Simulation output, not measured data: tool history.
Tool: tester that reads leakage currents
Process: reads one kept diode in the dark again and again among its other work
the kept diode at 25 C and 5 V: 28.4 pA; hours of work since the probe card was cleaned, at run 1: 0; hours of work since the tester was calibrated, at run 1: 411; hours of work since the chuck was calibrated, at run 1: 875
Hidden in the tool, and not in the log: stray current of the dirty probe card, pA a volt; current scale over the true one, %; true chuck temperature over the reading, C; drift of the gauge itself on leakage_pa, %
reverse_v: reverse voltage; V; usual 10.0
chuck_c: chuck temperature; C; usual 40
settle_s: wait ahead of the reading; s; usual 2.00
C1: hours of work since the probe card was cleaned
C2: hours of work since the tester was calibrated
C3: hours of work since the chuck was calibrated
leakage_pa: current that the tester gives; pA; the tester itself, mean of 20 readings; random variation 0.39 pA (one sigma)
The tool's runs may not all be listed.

Run 1, hour 0.0: usual settings; C1 0; C2 411; C3 875. Result: leakage_pa 135.87 pA.
Run 2, hour 25.3: usual settings but reverse_v 3.0 V; C1 16; C2 427; C3 891. Result: leakage_pa 89.45 pA.
Run 3, hour 60.8: usual settings but reverse_v 3.0 V; C1 39; C2 450; C3 914. Result: leakage_pa 89.57 pA.
Run 4, hour 96.0: usual settings but reverse_v 3.0 V; C1 62; C2 472; C3 937. Result: leakage_pa 89.04 pA.
Run 5, hour 126.3: usual settings but reverse_v 3.0 V; C1 81; C2 492; C3 956. Result: leakage_pa 89.60 pA.
Run 6, hour 168.3: usual settings but chuck_c 53 C; C1 108; C2 518; C3 983. Result: leakage_pa 370.44 pA.
Run 7, hour 203.7: usual settings but chuck_c 53 C; C1 131; C2 541; C3 1006. Result: leakage_pa 369.24 pA.
Run 8, hour 224.5: usual settings but chuck_c 53 C; C1 144; C2 554; C3 1019. Result: leakage_pa 370.54 pA.
Run 9, hour 255.0: usual settings; C1 163; C2 574; C3 1039. Result: leakage_pa 140.02 pA.
Run 10, hour 291.2: usual settings but reverse_v 4.8 V; C1 187; C2 597; C3 1062. Result: leakage_pa 107.50 pA.
Run 11, hour 335.4: usual settings but reverse_v 4.8 V, settle_s 3.79 s; C1 215; C2 626; C3 1090. Result: leakage_pa 107.93 pA.
Run 12, hour 372.8: usual settings but settle_s 7.64 s; C1 239; C2 650; C3 1114. Result: leakage_pa 142.91 pA.
Run 13, hour 392.1: usual settings; C1 251; C2 662; C3 1127. Result: leakage_pa 142.64 pA.
Run 14, hour 415.9: usual settings; C1 267; C2 677; C3 1142. Result: leakage_pa 142.23 pA.
Run 15, hour 447.6: usual settings; C1 287; C2 698; C3 1162. Result: leakage_pa 142.59 pA.
Run 16, hour 469.4: usual settings; C1 301; C2 712; C3 1176. Result: leakage_pa 143.75 pA.
Run 17, hour 513.2: usual settings; C1 329; C2 740; C3 1204. Result: leakage_pa 144.00 pA.
Run 18, hour 548.2: usual settings; C1 351; C2 762; C3 1227. Result: leakage_pa 145.22 pA.
Run 19, hour 573.1: usual settings; C1 367; C2 778; C3 1243. Result: leakage_pa 145.51 pA.
Run 20, hour 618.0: usual settings; C1 396; C2 807; C3 1271. Result: leakage_pa 146.15 pA.
Run 21, hour 649.6: usual settings; C1 416; C2 827; C3 1292. Result: leakage_pa 146.52 pA.
Run 22, hour 692.8: usual settings; C1 444; C2 855; C3 1319. Result: leakage_pa 147.02 pA.
At hour 698.6: probe card cleaned and baked.
Run 23, hour 727.7: usual settings; C1 19; C2 875; C3 1340. Result: leakage_pa 151.67 pA.
Run 24, hour 752.1: usual settings but settle_s 1.72 s; C1 34; C2 891; C3 1355. Result: leakage_pa 151.95 pA.
At hour 787.1: probe card cleaned and baked, once more.
Run 25, hour 798.6: usual settings but reverse_v 6.6 V, chuck_c 32 C, settle_s 0.47 s; C1 7; C2 919; C3 1383. Result: leakage_pa 64.40 pA.
Run 26, hour 838.8: usual settings but reverse_v 2.1 V, chuck_c 29 C, settle_s 3.40 s; C1 33; C2 944; C3 1409. Result: leakage_pa 33.13 pA.
Run 27, hour 882.6: usual settings but reverse_v 4.3 V, chuck_c 55 C, settle_s 5.58 s; C1 61; C2 973; C3 1437. Result: leakage_pa 326.90 pA.
Run 28, hour 922.3: usual settings but reverse_v 4.3 V, chuck_c 55 C, settle_s 5.58 s; C1 87; C2 998; C3 1463. Result: leakage_pa 326.94 pA.
Run 29, hour 944.7: usual settings but reverse_v 4.3 V, chuck_c 55 C, settle_s 4.89 s; C1 101; C2 1012; C3 1477. Result: leakage_pa 326.98 pA.
Run 30, hour 987.3: usual settings but reverse_v 9.4 V, chuck_c 55 C, settle_s 2.07 s; C1 128; C2 1040; C3 1504. Result: leakage_pa 432.47 pA.
Run 31, hour 1018.0: usual settings but reverse_v 2.7 V, settle_s 6.11 s; C1 148; C2 1059; C3 1524. Result: leakage_pa 90.32 pA.
Run 32, hour 1047.2: usual settings but reverse_v 1.0 V, chuck_c 26 C, settle_s 2.82 s; C1 167; C2 1078; C3 1543. Result: leakage_pa 20.09 pA.
Run 33, hour 1081.4: usual settings but reverse_v 1.1 V, chuck_c 32 C, settle_s 1.13 s; C1 189; C2 1100; C3 1565. Result: leakage_pa 34.75 pA.
Run 34, hour 1103.2: usual settings but reverse_v 1.1 V, chuck_c 32 C, settle_s 1.13 s; C1 203; C2 1114; C3 1579. Result: leakage_pa 34.58 pA.
At hour 1133.8: chuck's temperature calibrated.
Run 35, hour 1138.1: usual settings but reverse_v 17.5 V, chuck_c 21 C, settle_s 1.97 s; C1 224; C2 1135; C3 3. Result: leakage_pa 38.66 pA.
Run 36, hour 1171.5: usual settings but reverse_v 2.1 V, chuck_c 23 C, settle_s 1.97 s; C1 245; C2 1156; C3 24. Result: leakage_pa 19.07 pA.
Run 37, hour 1205.6: usual settings but reverse_v 2.1 V, chuck_c 23 C, settle_s 1.97 s; C1 267; C2 1178; C3 46. Result: leakage_pa 18.94 pA.
Run 38, hour 1224.4: usual settings but reverse_v 13.0 V, chuck_c 55 C, settle_s 1.84 s; C1 279; C2 1190; C3 58. Result: leakage_pa 449.44 pA.
Run 39, hour 1265.9: usual settings but reverse_v 19.2 V, chuck_c 53 C, settle_s 2.19 s; C1 306; C2 1217; C3 85. Result: leakage_pa 452.02 pA.

Forecast each of these 4 alternatives for the next run:
Run A, hour 1299.4: usual settings but reverse_v 19.2 V, chuck_c 53 C, settle_s 3.31 s; C1 327; C2 1238; C3 106. Result: leakage_pa ?.
Run B, hour 1299.4: usual settings but reverse_v 19.2 V, chuck_c 49 C, settle_s 2.26 s; C1 327; C2 1238; C3 106. Result: leakage_pa ?.
Run C, hour 1299.4: usual settings but reverse_v 1.7 V, chuck_c 32 C, settle_s 2.54 s; C1 327; C2 1238; C3 106. Result: leakage_pa ?.
Run D, hour 1299.4: usual settings but reverse_v 3.4 V, chuck_c 42 C; C1 327; C2 1238; C3 106. Result: leakage_pa ?.

run  leakage_pa
  A      453.52
  B      341.36
  C       37.42
  D      107.14
Without the tool's hidden state the same runs would have given:
run  leakage_pa
  A      431.67
  B      322.26
  C       35.47
  D      102.44

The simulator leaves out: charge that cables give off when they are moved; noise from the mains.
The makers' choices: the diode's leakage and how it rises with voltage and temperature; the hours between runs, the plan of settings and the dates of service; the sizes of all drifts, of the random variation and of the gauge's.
